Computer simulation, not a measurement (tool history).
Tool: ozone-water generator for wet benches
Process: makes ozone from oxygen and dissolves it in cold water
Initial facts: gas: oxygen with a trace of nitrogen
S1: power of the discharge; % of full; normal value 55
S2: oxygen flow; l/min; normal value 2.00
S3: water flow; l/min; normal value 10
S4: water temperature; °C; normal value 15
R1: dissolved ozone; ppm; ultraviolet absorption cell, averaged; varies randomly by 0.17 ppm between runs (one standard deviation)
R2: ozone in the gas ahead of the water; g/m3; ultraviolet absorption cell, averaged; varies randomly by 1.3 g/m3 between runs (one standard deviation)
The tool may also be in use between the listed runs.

Run 1, hour 0.0: usual settings. Result: R1 20.7 ppm, R2 232.2 g/m3.
Run 2, hour 17.1: usual settings. Result: R1 20.8 ppm, R2 228.7 g/m3.
Run 3, hour 50.0: usual settings but S1 45 % of full. Result: R1 18.1 ppm, R2 198.9 g/m3.
Run 4, hour 67.8: usual settings but S1 45 % of full. Result: R1 17.9 ppm, R2 200.2 g/m3.
Run 5, hour 88.6: usual settings but S1 45 % of full. Result: R1 18.0 ppm, R2 200.6 g/m3.
Run 6, hour 104.8: usual settings but S1 45 % of full. Result: R1 17.9 ppm, R2 200.4 g/m3.
Run 7, hour 135.0: usual settings but S1 45 % of full. Result: R1 17.9 ppm, R2 198.3 g/m3.
Run 8, hour 165.6: usual settings but S1 45 % of full. Result: R1 18.3 ppm, R2 199.2 g/m3.
Run 9, hour 197.1: usual settings but S4 18 °C. Result: R1 20.0 ppm, R2 232.0 g/m3.
Run 10, hour 216.2: usual settings but S4 18 °C. Result: R1 20.1 ppm, R2 231.1 g/m3.
Run 11, hour 231.2: usual settings but S4 18 °C. Result: R1 20.2 ppm, R2 230.0 g/m3.
Run 12, hour 265.4: usual settings but S4 8 °C. Result: R1 22.2 ppm, R2 232.1 g/m3.
Run 13, hour 298.3: usual settings but S3 9 l/min. Result: R1 22.4 ppm, R2 231.3 g/m3.
Run 14, hour 319.6: usual settings but S1 74 % of full. Result: R1 25.3 ppm, R2 285.4 g/m3.
Run 15, hour 342.8: usual settings but S3 15 l/min. Result: R1 14.3 ppm, R2 231.3 g/m3.
Run 16, hour 358.9: usual settings but S3 15 l/min. Result: R1 14.4 ppm, R2 228.7 g/m3.
Run 17, hour 385.7: usual settings but S3 15 l/min. Result: R1 14.4 ppm, R2 229.6 g/m3.
Run 18, hour 404.1: usual settings but S3 15 l/min. Result: R1 14.4 ppm, R2 230.9 g/m3.
Run 19, hour 421.5: usual settings but S1 77 % of full, S2 1.49 l/min, S3 15 l/min, S4 12 °C. Result: R1 17.3 ppm, R2 331.2 g/m3.
At hour 428.4: contactor cleaned.
Run 20, hour 439.9: usual settings but S1 46 % of full, S2 3.04 l/min, S4 12 °C. Result: R1 19.5 ppm, R2 168.7 g/m3.
Run 21, hour 458.4: usual settings but S1 98 % of full, S2 2.11 l/min, S4 22 °C. Result: R1 27.4 ppm, R2 340.8 g/m3.
Run 22, hour 492.5: usual settings but S1 98 % of full, S2 2.11 l/min, S4 22 °C. Result: R1 26.9 ppm, R2 341.9 g/m3.
At hour 515.5: contactor cleaned, once more.
Run 23, hour 529.1: usual settings but S1 98 % of full, S2 2.11 l/min, S4 22 °C. Result: R1 30.6 ppm, R2 344.2 g/m3.
Run 24, hour 544.7: usual settings but S2 1.42 l/min, S4 21 °C. Result: R1 18.9 ppm, R2 263.6 g/m3.
Run 25, hour 563.4: usual settings but S1 58 % of full, S2 3.14 l/min, S3 14 l/min, S4 10 °C. Result: R1 20.5 ppm, R2 198.2 g/m3.
Run 26, hour 583.4: usual settings but S1 46 % of full, S3 7 l/min. Result: R1 25.6 ppm, R2 200.1 g/m3.
Run 27, hour 605.4: usual settings but S1 81 % of full. Result: R1 29.1 ppm, R2 303.0 g/m3.
Run 28, hour 627.0: usual settings but S4 9 °C. Result: R1 23.2 ppm, R2 229.9 g/m3.
Run 29, hour 651.5: usual settings but S3 13 l/min. Result: R1 17.8 ppm, R2 230.6 g/m3.
Run 30, hour 665.8: usual settings but S1 47 % of full, S2 2.43 l/min, S3 7 l/min, S4 20 °C. Result: R1 24.1 ppm, R2 189.7 g/m3.
Run 31, hour 690.4: usual settings but S1 53 % of full, S4 9 °C. Result: R1 22.9 ppm, R2 223.7 g/m3.
Run 32, hour 717.5: usual settings but S1 53 % of full, S4 9 °C. Result: R1 23.0 ppm, R2 222.7 g/m3.

What would each run have given without the hidden state, its run-to-run variation left as it was?
What the log doesn't record here: yield of the discharge, % of new electrodes'; contactor's efficiency, % of a clean one's; true water temperature over the reading, C; drift of the gauge itself on ozone_ppm, %; drift of the gauge itself on gas_g_m3, %.
run    R1     R2
  1  22.3  233.3
  2  22.5  229.8
  3  19.5  199.8
  4  19.3  201.1
  5  19.4  201.5
  6  19.3  201.3
  7  19.3  199.3
  8  19.7  200.1
  9  21.6  233.4
 10  21.8  232.5
 11  21.9  231.5
 12  24.0  233.6
 13  24.2  232.8
 14  27.5  287.9
 15  15.7  232.9
 16  15.7  230.3
 17  15.7  231.3
 18  15.7  232.6
 19  18.9  334.4
 20  22.2  169.8
 21  31.3  344.7
 22  30.9  345.9
 23  31.1  348.4
 24  19.2  265.8
 25  20.7  199.9
 26  25.8  201.5
 27  29.6  306.4
 28  23.5  231.9
 29  18.1  232.6
 30  24.4  191.1
 31  23.2  225.6
 32  23.4  224.7
